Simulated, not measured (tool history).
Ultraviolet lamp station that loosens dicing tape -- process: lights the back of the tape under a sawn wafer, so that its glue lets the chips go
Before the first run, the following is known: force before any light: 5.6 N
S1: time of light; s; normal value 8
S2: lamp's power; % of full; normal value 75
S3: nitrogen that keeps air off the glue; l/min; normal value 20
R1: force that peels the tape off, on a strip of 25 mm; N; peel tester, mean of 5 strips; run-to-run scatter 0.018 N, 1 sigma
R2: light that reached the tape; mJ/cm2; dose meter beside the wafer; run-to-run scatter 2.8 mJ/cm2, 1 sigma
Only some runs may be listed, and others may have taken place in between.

{"run": 1, "hour": 0.0, "S1": 8, "S2": 75, "S3": 20, "R1": 0.901, "R2": 399}
{"run": 2, "hour": 31.5, "S1": 8, "S2": 75, "S3": 20, "R1": 0.9, "R2": 399}
{"run": 3, "hour": 56.8, "S1": 8, "S2": 75, "S3": 20, "R1": 0.904, "R2": 396}
{"run": 4, "hour": 75.2, "S1": 8, "S2": 75, "S3": 20, "R1": 0.891, "R2": 393}
{"run": 5, "hour": 105.2, "S1": 8, "S2": 75, "S3": 20, "R1": 0.894, "R2": 399}
{"run": 6, "hour": 131.0, "S1": 8, "S2": 75, "S3": 20, "R1": 0.885, "R2": 392}
{"run": 7, "hour": 144.5, "S1": 8, "S2": 75, "S3": 20, "R1": 0.872, "R2": 403}
{"run": 8, "hour": 169.1, "S1": 8, "S2": 75, "S3": 20, "R1": 0.904, "R2": 398}
{"run": 9, "hour": 201.5, "S1": 8, "S2": 75, "S3": 20, "R1": 0.917, "R2": 402}
{"run": 10, "hour": 216.3, "S1": 5, "S2": 75, "S3": 20, "R1": 1.688, "R2": 251}
{"hour": 219.0, "done": "window cleaned of glue's vapour"}
{"run": 11, "hour": 239.0, "S1": 5, "S2": 75, "S3": 20, "R1": 1.642, "R2": 248}
{"run": 12, "hour": 264.6, "S1": 4, "S2": 81, "S3": 11, "R1": 2.201, "R2": 216}
{"run": 13, "hour": 295.5, "S1": 4, "S2": 81, "S3": 11, "R1": 2.241, "R2": 217}
{"run": 14, "hour": 319.7, "S1": 4, "S2": 81, "S3": 11, "R1": 2.33, "R2": 213}
{"run": 15, "hour": 339.7, "S1": 7, "S2": 61, "S3": 22, "R1": 1.382, "R2": 285}
{"run": 16, "hour": 369.6, "S1": 7, "S2": 61, "S3": 22, "R1": 1.374, "R2": 281}

The next listed run, before its measurement:
{"run": 17, "hour": 393.9, "S1": 13, "S2": 64, "S3": 10, "R1": "?", "R2": "?"}

{"run 17": {"R1": 0.703, "R2": 550}}
Minus the tool's unlogged condition, the same run would have read R1 0.701 N, R2 551 mJ/cm2.
